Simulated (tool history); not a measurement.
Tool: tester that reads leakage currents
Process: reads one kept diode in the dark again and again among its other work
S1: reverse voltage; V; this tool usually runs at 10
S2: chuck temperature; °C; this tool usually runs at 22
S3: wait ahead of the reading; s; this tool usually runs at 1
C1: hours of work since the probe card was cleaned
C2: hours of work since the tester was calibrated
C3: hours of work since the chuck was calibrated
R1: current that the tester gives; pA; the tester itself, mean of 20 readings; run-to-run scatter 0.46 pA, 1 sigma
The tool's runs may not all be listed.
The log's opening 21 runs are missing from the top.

run,day,S1,S2,S3,C1,C2,C3,R1
22,152.367,10,31,2.85,2890,2633,708,311.83
23,159.996,2.2,50,0.53,2966,2709,784,588.62
24,164.967,2.4,22,2.83,3015,2759,834,74.62
25,174.567,2.4,22,2.83,3111,2854,929,74.54
26,182.267,2.4,22,2.83,3187,2931,1006,74.2
# day 184.45: probe card cleaned and baked
# day 185.933: chuck's temperature calibrated
27,187.658,13,22,6.95,31,2983,17,172.08
28,195.333,7.6,34,8.09,108,3059,94,341.08
29,200.779,12.6,54,0.44,162,3113,148,1843.25
30,206.521,12.6,54,0.44,219,3171,205,1831.79
31,215.517,12.6,54,0.44,308,3260,295,1836.69

Below are 5 alternative next runs, each starting from the tool's condition after run 31. Predict each:
A,222.362,1.2,25,0.44,377,3328,363,?
B,222.362,2.7,22,0.79,377,3328,363,?
C,222.362,6.4,22,1.16,377,3328,363,?
D,222.362,10,47,6.94,377,3328,363,?
E,222.362,3.8,54,5.94,377,3328,363,?

run,R1
A,68.39
B,79.61
C,121.15
D,1015.31
E,1008.61
With no hidden state in the tool, these same runs would have given:
run,R1
A,68.49
B,79.71
C,121.3
D,1016.68
E,1009.98
